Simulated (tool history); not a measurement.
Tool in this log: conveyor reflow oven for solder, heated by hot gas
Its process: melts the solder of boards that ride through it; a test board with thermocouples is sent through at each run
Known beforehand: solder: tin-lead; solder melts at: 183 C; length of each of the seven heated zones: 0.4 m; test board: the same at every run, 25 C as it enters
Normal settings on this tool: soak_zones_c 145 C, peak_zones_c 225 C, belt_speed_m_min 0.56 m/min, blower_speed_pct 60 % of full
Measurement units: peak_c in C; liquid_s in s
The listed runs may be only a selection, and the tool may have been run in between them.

| run | hour | soak_zones_c | peak_zones_c | belt_speed_m_min | blower_speed_pct | peak_c | liquid_s |
|---|---|---|---|---|---|---|---|
| 1 | 0 | 145 | 225 | 0.56 | 60 | 207.6 | 57.3 |
| 2 | 29.5 | 145 | 225 | 0.56 | 60 | 208.4 | 58.3 |
| 3 | 72 | 145 | 225 | 0.56 | 60 | 208.5 | 56.9 |
| 4 | 136.2 | 145 | 225 | 0.51 | 60 | 210.4 | 67.1 |
| 5 | 172.2 | 145 | 225 | 0.51 | 60 | 210.3 | 66.3 |
| 6 | 224.3 | 145 | 225 | 0.51 | 60 | 210.7 | 67.3 |
| 7 | 264.3 | 145 | 225 | 0.51 | 60 | 210.5 | 66.1 |
| 8 | 290.8 | 145 | 225 | 0.56 | 60 | 207.3 | 55.9 |
|  | 299 | flux residue cleaned out of gas plates and filters |
| 9 | 341.3 | 145 | 225 | 0.56 | 60 | 206.4 | 53.1 |
| 10 | 371.9 | 145 | 225 | 0.56 | 60 | 206.5 | 53.2 |
|  | 394.3 | thermocouples of zones 6 and 7 changed |
| 11 | 400.8 | 145 | 225 | 0.56 | 60 | 205 | 51.2 |
| 12 | 442.4 | 145 | 225 | 0.56 | 60 | 205.2 | 51.9 |
| 13 | 489.9 | 145 | 225 | 0.56 | 60 | 204.6 | 50.6 |
| 14 | 545.1 | 145 | 225 | 0.547 | 60 | 204.1 | 54.6 |
|  | 578.9 | flux residue cleaned out of gas plates and filters, once more |
| 15 | 595.6 | 145 | 225 | 0.547 | 60 | 210.1 | 63.1 |
| 16 | 657 | 145 | 225 | 0.56 | 86 | 214.1 | 65.7 |
| 17 | 719.2 | 153 | 234 | 0.505 | 77 | 224.6 | 85.9 |
| 18 | 767.7 | 145 | 225 | 0.56 | 59 | 208.8 | 57.5 |
| 19 | 826.2 | 145 | 225 | 0.545 | 69 | 210.8 | 64.3 |
| 20 | 867.6 | 145 | 225 | 0.56 | 57 | 207.3 | 57.5 |
| 21 | 928.3 | 145 | 225 | 0.56 | 57 | 207.4 | 57 |
| 22 | 990.2 | 144 | 219 | 0.624 | 54 | 197.5 | 36 |
| 23 | 1052 | 138 | 235 | 0.462 | 64 | 221.2 | 83.9 |
| 24 | 1084 | 145 | 228 | 0.646 | 60 | 204.9 | 45.7 |
| 25 | 1124.5 | 145 | 228 | 0.646 | 60 | 204.9 | 45.2 |

Forecast run 26:
| 26 | 1171.6 | 145 | 228 | 0.646 | 60 | ? | ? |

Run 26 yielded peak_c 205.6 C, liquid_s 44.5 s.
Without the tool's hidden state the same run would have given peak_c 208.2 C, liquid_s 47.8 s.

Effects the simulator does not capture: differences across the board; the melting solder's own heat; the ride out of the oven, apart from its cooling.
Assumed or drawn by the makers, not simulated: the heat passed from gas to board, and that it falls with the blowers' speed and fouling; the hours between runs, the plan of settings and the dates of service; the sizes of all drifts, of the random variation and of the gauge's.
